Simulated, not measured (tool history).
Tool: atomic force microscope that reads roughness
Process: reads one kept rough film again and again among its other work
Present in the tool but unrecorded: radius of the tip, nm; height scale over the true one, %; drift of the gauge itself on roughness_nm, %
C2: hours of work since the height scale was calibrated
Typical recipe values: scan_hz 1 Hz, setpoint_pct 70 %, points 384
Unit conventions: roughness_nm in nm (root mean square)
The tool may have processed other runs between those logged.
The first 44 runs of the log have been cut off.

{"run": 45, "hour": 987.3, "scan_hz": 0.87, "setpoint_pct": 83, "points": 323, "pictures with this tip": 43, "C2": 1038, "roughness_nm": 1.752}
{"run": 46, "hour": 1009.9, "scan_hz": 1, "setpoint_pct": 70, "points": 475, "pictures with this tip": 62, "C2": 1048, "roughness_nm": 1.785}
{"run": 47, "hour": 1032.5, "scan_hz": 1, "setpoint_pct": 70, "points": 475, "pictures with this tip": 82, "C2": 1059, "roughness_nm": 1.763}
{"run": 48, "hour": 1060.7, "scan_hz": 2.99, "setpoint_pct": 81, "points": 340, "pictures with this tip": 106, "C2": 1072, "roughness_nm": 1.587}
{"run": 49, "hour": 1092.9, "scan_hz": 0.93, "setpoint_pct": 70, "points": 384, "pictures with this tip": 133, "C2": 1087, "roughness_nm": 1.774}
{"run": 50, "hour": 1126.3, "scan_hz": 2.57, "setpoint_pct": 73, "points": 288, "pictures with this tip": 161, "C2": 1103, "roughness_nm": 1.657}
{"run": 51, "hour": 1144.7, "scan_hz": 0.71, "setpoint_pct": 59, "points": 752, "pictures with this tip": 177, "C2": 1111, "roughness_nm": 1.789}
{"run": 52, "hour": 1169.8, "scan_hz": 0.71, "setpoint_pct": 59, "points": 752, "pictures with this tip": 198, "C2": 1123, "roughness_nm": 1.78}
{"run": 53, "hour": 1192.1, "scan_hz": 3.5, "setpoint_pct": 85, "points": 349, "pictures with this tip": 217, "C2": 1134, "roughness_nm": 1.498}
{"hour": 1220.6, "done": "new tip fitted"}
{"run": 54, "hour": 1225.2, "scan_hz": 1.88, "setpoint_pct": 56, "points": 309, "pictures with this tip": 4, "C2": 1149, "roughness_nm": 1.787}

Alternative continuations, all from the tool just after run 54; predict every row:
{"run": "A", "hour": 1251.5, "scan_hz": 1.18, "setpoint_pct": 56, "points": 387, "pictures with this tip": 26, "C2": 1161, "roughness_nm": "?"}
{"run": "B", "hour": 1251.5, "scan_hz": 1, "setpoint_pct": 70, "points": 445, "pictures with this tip": 26, "C2": 1161, "roughness_nm": "?"}
{"run": "C", "hour": 1251.5, "scan_hz": 1.88, "setpoint_pct": 72, "points": 434, "pictures with this tip": 26, "C2": 1161, "roughness_nm": "?"}

run=A roughness_nm=1.805
run=B roughness_nm=1.775
run=C roughness_nm=1.744
What these runs would have given with no unlogged condition in the tool:
run=A roughness_nm=1.802
run=B roughness_nm=1.772
run=C roughness_nm=1.742

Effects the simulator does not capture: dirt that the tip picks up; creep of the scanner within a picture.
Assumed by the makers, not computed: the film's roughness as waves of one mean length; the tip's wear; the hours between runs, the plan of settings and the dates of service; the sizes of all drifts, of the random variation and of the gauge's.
